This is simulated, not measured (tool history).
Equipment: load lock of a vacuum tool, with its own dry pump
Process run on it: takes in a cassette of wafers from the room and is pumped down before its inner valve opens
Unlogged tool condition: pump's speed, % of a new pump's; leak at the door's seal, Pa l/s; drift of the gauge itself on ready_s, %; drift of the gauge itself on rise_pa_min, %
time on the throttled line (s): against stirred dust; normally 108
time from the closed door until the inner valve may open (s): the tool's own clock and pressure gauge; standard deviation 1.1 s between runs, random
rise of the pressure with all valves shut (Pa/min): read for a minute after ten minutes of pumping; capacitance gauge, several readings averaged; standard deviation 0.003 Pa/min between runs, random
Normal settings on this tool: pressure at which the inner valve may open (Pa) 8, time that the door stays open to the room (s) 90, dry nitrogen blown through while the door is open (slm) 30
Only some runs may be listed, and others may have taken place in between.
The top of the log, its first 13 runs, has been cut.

run	hour	time on the throttled line (s)	pressure at which the inner valve may open (Pa)	time that the door stays open to the room (s)	dry nitrogen blown through while the door is open (slm)	hours that the pump has run since its overhaul	times that the door has closed on its seal	incoming humidity of the room's air, %	time from the closed door until the inner valve may open (s)	rise of the pressure with all valves shut (Pa/min)
14	1749.8	108	8	230	30	9733	34065	47.6	186	0.166
15	1923.1	108	8	109	30	9906	34891	46.2	187.7	0.131
16	2073.4	108	8	109	30	10057	35607	45.2	186.8	0.134
17	2154.6	108	8	109	30	10138	35994	45.6	183.9	0.137
18	2326.1	108	8	109	30	10309	36811	42.6	187.3	0.137
19	2431.8	108	8	109	30	10415	37314	43.8	187	0.147
20	2605	108	8	109	30	10588	38140	42.1	184.1	0.139
21	2717.2	108	15	37	8	10700	38675	47.4	180.2	0.141
22	2888.5	149	8	138	30	10872	39491	42.8	222.3	0.156
23	2980.5	149	8	138	30	10964	39929	44.3	221.3	0.163
24	3129.3	146	8	90	8	11112	40638	47.4	218.8	0.173
25	3257.2	146	8	90	8	11240	41247	42	221	0.171
26	3362	146	8	90	8	11345	41747	46.7	218.8	0.185
27	3480.3	128	8	90	8	11463	42310	43.9	205.3	0.183
28	3636	115	8	51	17	11619	43052	48.1	194.1	0.163
29	3728.3	112	8	90	30	11711	43492	48.5	192.6	0.165
30	3835.6	163	8	237	30	11819	44003	41.7	237.8	0.199
31	3929.3	60	14	26	30	11912	44450	46.7	143.7	0.157
32	4101.3	108	7	130	5	12084	45269	43.9	193.3	0.222
33	4183	94	12	72	30	12166	45659	45.1	172.5	0.171
34	4342.1	108	8	151	30	12325	46416	43.9	189	0.197
35	4483	108	8	151	30	12466	47088	47.4	191.3	0.206
36	4567.2	108	8	151	30	12550	47489	43.1	191	0.201

Branching from run 36: 4 alternative next runs. What would each branch give?
A	4641.4	77	8	151	30	12625	47843	47	?	?
B	4641.4	108	8	27	6	12625	47843	44.7	?	?
C	4641.4	108	8	166	42	12625	47843	47.5	?	?
D	4641.4	108	8	90	30	12625	47843	40.7	?	?

run	time from the closed door until the inner valve may open (s)	rise of the pressure with all valves shut (Pa/min)
A	163.4	0.2
B	189.6	0.181
C	189.6	0.201
D	190.5	0.18
Without the tool's hidden state the same runs would have given:
run	time from the closed door until the inner valve may open (s)	rise of the pressure with all valves shut (Pa/min)
A	145.5	0.045
B	172.6	0.028
C	172.7	0.047
D	173.5	0.026
